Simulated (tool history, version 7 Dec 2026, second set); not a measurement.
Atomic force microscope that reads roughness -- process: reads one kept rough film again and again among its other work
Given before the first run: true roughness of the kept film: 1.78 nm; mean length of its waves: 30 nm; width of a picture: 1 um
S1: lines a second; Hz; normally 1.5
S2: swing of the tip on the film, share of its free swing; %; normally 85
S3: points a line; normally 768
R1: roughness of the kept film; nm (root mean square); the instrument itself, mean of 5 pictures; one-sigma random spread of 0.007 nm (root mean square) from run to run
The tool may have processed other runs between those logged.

{"run": 1, "day": 0.0, "S1": 1.5, "S2": 85, "S3": 768, "R1": 1.358}
{"run": 2, "day": 0.592, "S1": 1.5, "S2": 85, "S3": 260, "R1": 1.341}
{"run": 3, "day": 1.121, "S1": 1.5, "S2": 85, "S3": 768, "R1": 1.349}
{"run": 4, "day": 1.567, "S1": 1.5, "S2": 85, "S3": 768, "R1": 1.343}
{"day": 2.171, "done": "new tip fitted"}
{"run": 5, "day": 2.171, "S1": 1.5, "S2": 85, "S3": 768, "R1": 1.444}
{"run": 6, "day": 2.712, "S1": 1.5, "S2": 85, "S3": 768, "R1": 1.424}
{"run": 7, "day": 3.333, "S1": 1.5, "S2": 85, "S3": 768, "R1": 1.411}
{"run": 8, "day": 3.867, "S1": 1.5, "S2": 85, "S3": 768, "R1": 1.404}
{"run": 9, "day": 4.342, "S1": 1.5, "S2": 85, "S3": 768, "R1": 1.401}
{"run": 10, "day": 4.946, "S1": 1.5, "S2": 85, "S3": 768, "R1": 1.387}
{"run": 11, "day": 5.396, "S1": 1.5, "S2": 85, "S3": 768, "R1": 1.372}
{"run": 12, "day": 5.867, "S1": 1.5, "S2": 85, "S3": 768, "R1": 1.371}
{"run": 13, "day": 6.375, "S1": 0.84, "S2": 60, "S3": 768, "R1": 1.533}
{"run": 14, "day": 7.05, "S1": 2.27, "S2": 70, "S3": 424, "R1": 1.408}
{"run": 15, "day": 7.425, "S1": 0.94, "S2": 85, "S3": 768, "R1": 1.431}
{"run": 16, "day": 7.912, "S1": 2.62, "S2": 85, "S3": 761, "R1": 1.23}
{"day": 8.312, "done": "new tip fitted"}
{"run": 17, "day": 8.604, "S1": 2.62, "S2": 85, "S3": 761, "R1": 1.309}
{"run": 18, "day": 9.304, "S1": 1.62, "S2": 64, "S3": 527, "R1": 1.542}
{"run": 19, "day": 9.854, "S1": 1.62, "S2": 64, "S3": 527, "R1": 1.538}
{"run": 20, "day": 10.162, "S1": 2.98, "S2": 71, "S3": 700, "R1": 1.413}

Predict each of these 3 candidate next runs independently; none follows another, all start after run 20:
{"run": "A", "day": 10.858, "S1": 1.5, "S2": 79, "S3": 768, "R1": "?"}
{"run": "B", "day": 10.858, "S1": 1.53, "S2": 70, "S3": 596, "R1": "?"}
{"run": "C", "day": 10.858, "S1": 1.5, "S2": 65, "S3": 768, "R1": "?"}

run=A R1=1.443
run=B R1=1.479
run=C R1=1.524
Had the tool no hidden state, the same runs would have come out as:
run=A R1=1.486
run=B R1=1.523
run=C R1=1.569
